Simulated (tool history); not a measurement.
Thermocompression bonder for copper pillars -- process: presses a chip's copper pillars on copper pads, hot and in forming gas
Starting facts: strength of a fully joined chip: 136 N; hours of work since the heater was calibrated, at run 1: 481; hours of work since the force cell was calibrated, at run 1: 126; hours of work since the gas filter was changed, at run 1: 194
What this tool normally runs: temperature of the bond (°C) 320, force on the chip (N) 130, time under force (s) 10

| run | hour | temperature of the bond (°C) | force on the chip (N) | time under force (s) | hours of work since the heater was calibrated | hours of work since the force cell was calibrated | hours of work since the gas filter was changed | force that shears a chip off (N) |
|---|---|---|---|---|---|---|---|---|
| 1 | 0.0 | 320 | 130 | 10 | 481 | 126 | 194 | 78.3 |
| 2 | 29.9 | 317 | 130 | 10 | 504 | 149 | 217 | 75.7 |
| 3 | 44.3 | 317 | 130 | 10 | 515 | 160 | 229 | 74.9 |
| 4 | 58.7 | 320 | 130 | 10 | 527 | 171 | 240 | 78.2 |
| 5 | 75.3 | 320 | 130 | 27 | 539 | 184 | 252 | 100.7 |
|  | 87.3 | forming gas filter changed |
| 6 | 101.5 | 320 | 130 | 6 | 559 | 204 | 11 | 66.4 |
| 7 | 119.6 | 295 | 92 | 6 | 573 | 218 | 25 | 30.2 |
| 8 | 142.3 | 322 | 92 | 6 | 591 | 236 | 43 | 47.2 |
| 9 | 168.5 | 346 | 92 | 6 | 611 | 256 | 63 | 63.4 |
| 10 | 184.7 | 346 | 92 | 6 | 624 | 268 | 75 | 63.5 |
| 11 | 205.6 | 346 | 92 | 6 | 640 | 285 | 91 | 62.3 |
| 12 | 220.8 | 346 | 92 | 6 | 652 | 296 | 103 | 63.7 |

Predict each of these 5 candidate next runs independently; none follows another, all start after run 12:
| A | 255.3 | 346 | 87 | 6 | 678 | 323 | 130 | ? |
| B | 255.3 | 346 | 156 | 24 | 678 | 323 | 130 | ? |
| C | 255.3 | 297 | 92 | 10 | 678 | 323 | 130 | ? |
| D | 255.3 | 349 | 115 | 10 | 678 | 323 | 130 | ? |
| E | 255.3 | 320 | 148 | 29 | 678 | 323 | 130 | ? |

| run | force that shears a chip off (N) |
|---|---|
| A | 59.6 |
| B | 124.5 |
| C | 40.8 |
| D | 92.5 |
| E | 114.5 |
Take away the tool's hidden state, keep each run's random variation, and the runs would have read:
| run | force that shears a chip off (N) |
|---|---|
| A | 59.9 |
| B | 124.7 |
| C | 41.0 |
| D | 92.8 |
| E | 114.9 |
